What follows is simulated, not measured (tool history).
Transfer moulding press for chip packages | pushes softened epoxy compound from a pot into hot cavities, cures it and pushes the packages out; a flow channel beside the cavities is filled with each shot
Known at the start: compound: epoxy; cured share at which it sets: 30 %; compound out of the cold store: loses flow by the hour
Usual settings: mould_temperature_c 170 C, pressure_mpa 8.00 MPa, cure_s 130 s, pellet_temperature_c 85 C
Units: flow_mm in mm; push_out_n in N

| run | hour | mould_temperature_c | pressure_mpa | cure_s | pellet_temperature_c | incoming compound's hours out of the cold store | flow_mm | push_out_n |
|---|---|---|---|---|---|---|---|---|
| 1 | 0.0 | 170 | 8.00 | 130 | 85 | 15.9 | 717 | 437 |
| 2 | 41.4 | 170 | 8.00 | 130 | 80 | 43.8 | 606 | 377 |
| 3 | 85.3 | 170 | 8.00 | 130 | 85 | 38.6 | 619 | 433 |
| 4 | 121.2 | 170 | 8.00 | 130 | 85 | 12.7 | 778 | 362 |
| 5 | 147.2 | 170 | 8.00 | 130 | 85 | 46.5 | 621 | 409 |
| 6 | 194.2 | 170 | 9.78 | 130 | 85 | 21.3 | 811 | 476 |
| 7 | 239.9 | 170 | 9.78 | 130 | 85 | 20.6 | 806 | 431 |
| 8 | 272.0 | 170 | 9.78 | 130 | 85 | 47.6 | 684 | 460 |
| 9 | 304.8 | 170 | 9.78 | 130 | 85 | 39.3 | 722 | 387 |
| 10 | 346.3 | 170 | 9.78 | 130 | 85 | 24.4 | 776 | 439 |
| 11 | 386.4 | 177 | 7.78 | 113 | 95 | 42.9 | 605 | 370 |
| 12 | 421.2 | 177 | 7.78 | 113 | 95 | 15.2 | 704 | 431 |
| 13 | 441.7 | 162 | 6.93 | 130 | 85 | 30.8 | 651 | 614 |
| 14 | 478.0 | 170 | 8.00 | 158 | 85 | 16.3 | 733 | 374 |
| 15 | 505.0 | 170 | 8.00 | 132 | 85 | 29.1 | 674 | 428 |
| 16 | 526.3 | 174 | 8.04 | 150 | 78 | 41.1 | 629 | 433 |
| 17 | 559.3 | 169 | 9.37 | 133 | 81 | 15.0 | 803 | 397 |
| 18 | 601.6 | 169 | 9.37 | 133 | 81 | 19.9 | 769 | 451 |
| 19 | 624.5 | 169 | 6.92 | 133 | 81 | 31.9 | 620 | 457 |

Taken out of this log: 8 entries between the listed runs. Where each belongs, and how the hidden state differs across it:
Between runs 1 and 2: cavities cleaned with cleaning compound and waxed (hour 24.0)
  true mould temperature over the reading, C: -0.39 -> -0.45; pressure that reaches the compound, % of what is set: 89.44 -> 88.67; grip of the stained cavities, % over clean ones': 34 -> 14.6
  measured less the result without the state, flow_mm: -40 -> -36 mm; push_out_n: +113 -> +50 N
Between runs 3 and 4: plunger's sealing rings changed (hour 91.1); cavities cleaned with cleaning compound and waxed (hour 112.0)
  true mould temperature over the reading, C: -0.52 -> -0.56; pressure that reaches the compound, % of what is set: 87.83 -> 99.31; grip of the stained cavities, % over clean ones': 36.5 -> 9.6
  measured less the result without the state, flow_mm: -41 -> +0 mm; push_out_n: +117 -> +34 N
Between runs 6 and 7: cavities cleaned with cleaning compound and waxed (hour 198.2)
  true mould temperature over the reading, C: -0.67 -> -0.73; pressure that reaches the compound, % of what is set: 97.85 -> 97.08; grip of the stained cavities, % over clean ones': 41.3 -> 28.6
  measured less the result without the state, flow_mm: -7 -> -10 mm; push_out_n: +141 -> +98 N
Between runs 8 and 9: cavities cleaned with cleaning compound and waxed (hour 286.3)
  true mould temperature over the reading, C: -0.78 -> -0.83; pressure that reaches the compound, % of what is set: 96.43 -> 95.8; grip of the stained cavities, % over clean ones': 39.8 -> 15.7
  measured less the result without the state, flow_mm: -10 -> -14 mm; push_out_n: +133 -> +56 N
Between runs 10 and 11: cavities cleaned with cleaning compound and waxed (hour 372.4)
  true mould temperature over the reading, C: -0.89 -> -0.95; pressure that reaches the compound, % of what is set: 95.04 -> 94.25; grip of the stained cavities, % over clean ones': 35.2 -> 12.2
  measured less the result without the state, flow_mm: -17 -> -16 mm; push_out_n: +120 -> +41 N
Between runs 13 and 14: cavities cleaned with cleaning compound and waxed (hour 458.2)
  true mould temperature over the reading, C: -1.02 -> -1.07; pressure that reaches the compound, % of what is set: 93.13 -> 92.5; grip of the stained cavities, % over clean ones': 38.3 -> 15.5
  measured less the result without the state, flow_mm: -21 -> -26 mm; push_out_n: +194 -> +51 N
Between runs 16 and 17: cavities cleaned with cleaning compound and waxed (hour 543.4)
  true mould temperature over the reading, C: -1.15 -> -1.19; pressure that reaches the compound, % of what is set: 91.55 -> 90.93; grip of the stained cavities, % over clean ones': 38.4 -> 15.7
  measured less the result without the state, flow_mm: -25 -> -35 mm; push_out_n: +120 -> +61 N

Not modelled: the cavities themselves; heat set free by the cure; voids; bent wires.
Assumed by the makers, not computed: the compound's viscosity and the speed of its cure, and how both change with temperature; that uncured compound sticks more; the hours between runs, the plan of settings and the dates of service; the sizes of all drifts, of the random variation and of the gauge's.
